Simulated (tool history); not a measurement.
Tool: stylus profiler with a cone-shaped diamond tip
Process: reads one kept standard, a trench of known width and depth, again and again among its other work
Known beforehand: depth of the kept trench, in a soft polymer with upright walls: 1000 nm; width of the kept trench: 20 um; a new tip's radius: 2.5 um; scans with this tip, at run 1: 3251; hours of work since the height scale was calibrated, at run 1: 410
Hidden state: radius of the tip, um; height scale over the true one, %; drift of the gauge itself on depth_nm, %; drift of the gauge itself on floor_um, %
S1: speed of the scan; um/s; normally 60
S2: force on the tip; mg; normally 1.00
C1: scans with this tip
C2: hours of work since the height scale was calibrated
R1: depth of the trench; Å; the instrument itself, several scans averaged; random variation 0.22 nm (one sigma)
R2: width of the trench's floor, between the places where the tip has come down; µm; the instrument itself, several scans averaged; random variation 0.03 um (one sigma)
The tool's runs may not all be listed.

{"run": 1, "hour": 0.0, "S1": 60, "S2": 1.0, "C1": 3251, "C2": 410, "R1": 10052.5, "R2": 15.55}
{"run": 2, "hour": 16.5, "S1": 48, "S2": 1.0, "C1": 3347, "C2": 423, "R1": 10056.3, "R2": 15.68}
{"run": 3, "hour": 31.1, "S1": 48, "S2": 1.0, "C1": 3432, "C2": 433, "R1": 10054.2, "R2": 15.66}
{"run": 4, "hour": 52.8, "S1": 48, "S2": 1.0, "C1": 3559, "C2": 449, "R1": 10053.5, "R2": 15.66}
{"run": 5, "hour": 71.2, "S1": 48, "S2": 1.0, "C1": 3666, "C2": 463, "R1": 10053.8, "R2": 15.63}
{"run": 6, "hour": 83.5, "S1": 48, "S2": 1.0, "C1": 3738, "C2": 472, "R1": 10057.8, "R2": 15.66}
{"run": 7, "hour": 112.6, "S1": 48, "S2": 1.0, "C1": 3908, "C2": 493, "R1": 10055.2, "R2": 15.63}
{"run": 8, "hour": 131.9, "S1": 204, "S2": 1.0, "C1": 4021, "C2": 508, "R1": 10054.7, "R2": 14.51}
{"run": 9, "hour": 152.7, "S1": 204, "S2": 1.62, "C1": 4142, "C2": 523, "R1": 10075.0, "R2": 14.8}
{"run": 10, "hour": 168.7, "S1": 204, "S2": 1.62, "C1": 4236, "C2": 535, "R1": 10077.8, "R2": 14.84}
{"run": 11, "hour": 189.6, "S1": 27, "S2": 1.0, "C1": 4358, "C2": 550, "R1": 10053.8, "R2": 15.76}
{"run": 12, "hour": 203.2, "S1": 27, "S2": 1.0, "C1": 4437, "C2": 560, "R1": 10054.0, "R2": 15.83}
{"run": 13, "hour": 223.8, "S1": 27, "S2": 1.0, "C1": 4557, "C2": 575, "R1": 10054.2, "R2": 15.78}
{"run": 14, "hour": 247.0, "S1": 27, "S2": 1.0, "C1": 4693, "C2": 593, "R1": 10057.2, "R2": 15.76}
{"run": 15, "hour": 262.2, "S1": 15, "S2": 1.0, "C1": 4781, "C2": 604, "R1": 10054.5, "R2": 15.88}
{"run": 16, "hour": 289.2, "S1": 20, "S2": 1.07, "C1": 4939, "C2": 624, "R1": 10052.6, "R2": 15.89}
{"run": 17, "hour": 313.3, "S1": 20, "S2": 1.07, "C1": 5080, "C2": 641, "R1": 10056.9, "R2": 15.81}

What does the tool deliver on the next run?
{"run": 18, "hour": 327.4, "S1": 133, "S2": 0.67, "C1": 5162, "C2": 652, "R1": "?", "R2": "?"}

For run 18 the tool returned R1 10040.8 Å, R2 14.73 µm.
Take away the tool's hidden state, keep the run-to-run variation as it was, and the same run would have given R1 10040.7 Å, R2 14.73 µm.
